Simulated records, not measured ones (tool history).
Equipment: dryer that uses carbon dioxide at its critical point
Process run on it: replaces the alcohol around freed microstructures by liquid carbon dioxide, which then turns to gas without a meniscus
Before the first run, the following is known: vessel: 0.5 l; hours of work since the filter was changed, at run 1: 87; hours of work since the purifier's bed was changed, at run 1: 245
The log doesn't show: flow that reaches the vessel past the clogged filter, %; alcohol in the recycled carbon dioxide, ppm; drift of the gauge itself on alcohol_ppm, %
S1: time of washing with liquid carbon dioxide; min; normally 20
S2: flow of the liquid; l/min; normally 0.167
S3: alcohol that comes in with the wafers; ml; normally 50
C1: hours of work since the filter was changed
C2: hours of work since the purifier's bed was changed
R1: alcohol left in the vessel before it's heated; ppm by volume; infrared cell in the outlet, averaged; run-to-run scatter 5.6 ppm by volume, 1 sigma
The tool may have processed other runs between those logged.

run	day	S1	S2	S3	C1	C2	R1
1	0	20	0.167	50	87	245	239
2	0.538	20	0.146	50	93	251	493
3	1.579	20	0.146	50	103	261	497
4	2.367	20	0.146	50	111	269	507
5	3.088	20	0.167	50	118	276	259
6	3.725	20	0.167	50	125	283	257
7	4.796	20	0.167	50	136	294	262
8	5.492	20	0.167	50	143	300	262
9	6.108	31	0.162	29	149	307	71
10	6.767	31	0.162	29	155	313	77
11	7.775	31	0.162	29	165	323	70
12	8.717	31	0.162	29	175	333	83
13	9.6	23	0.232	29	184	342	79
14	10.662	26	0.16	58	194	352	132
15	11.367	26	0.16	58	201	359	129

Branching from run 15: 3 alternative next runs. What would each branch give?
A	12.046	28	0.103	23	208	366	?
B	12.046	15	0.103	110	208	366	?
C	12.046	13	0.265	60	208	366	?

run	R1
A	335
B	13400
C	252
Without the tool's unlogged condition, the same runs would have read:
run	R1
A	209
B	11769
C	132

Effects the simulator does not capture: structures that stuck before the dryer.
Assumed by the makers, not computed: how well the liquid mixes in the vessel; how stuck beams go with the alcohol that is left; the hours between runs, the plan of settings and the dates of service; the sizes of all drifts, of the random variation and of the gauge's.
